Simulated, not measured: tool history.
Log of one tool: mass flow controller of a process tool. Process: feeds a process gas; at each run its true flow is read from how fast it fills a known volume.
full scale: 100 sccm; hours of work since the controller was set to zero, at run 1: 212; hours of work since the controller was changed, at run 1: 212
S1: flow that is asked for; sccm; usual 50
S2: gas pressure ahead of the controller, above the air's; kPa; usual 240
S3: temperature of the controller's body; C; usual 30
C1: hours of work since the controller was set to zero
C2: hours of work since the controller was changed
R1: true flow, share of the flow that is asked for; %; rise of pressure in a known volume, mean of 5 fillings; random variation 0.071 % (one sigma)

run	hour	S1	S2	S3	C1	C2	R1
1	0.0	50	240	30	212	212	99.83
2	96.6	80	240	30	244	244	100.04
3	192.4	80	240	30	276	276	100.11
4	274.8	80	240	27	303	303	99.84
5	364.2	13	240	30	333	333	99.57
6	455.7	13	240	30	363	363	99.59
7	561.9	50	207	30	398	398	99.94
8	616.4	50	207	30	416	416	99.88
9	668.1	50	207	30	433	433	99.96
10	784.3	50	232	30	471	471	99.78
11	883.4	50	276	25	504	504	99.21
12	939.9	50	276	25	523	523	99.17
13	998.2	50	276	25	542	542	99.28
14	1114.2	21	190	25	580	580	99.11
15	1199.5	29	190	27	609	609	99.40

Run 16 comes next. What will it give?
16	1271.8	29	190	27	633	633	?

R1: 99.42 %
Without the tool's hidden state the same run would have given R1 99.64 %.
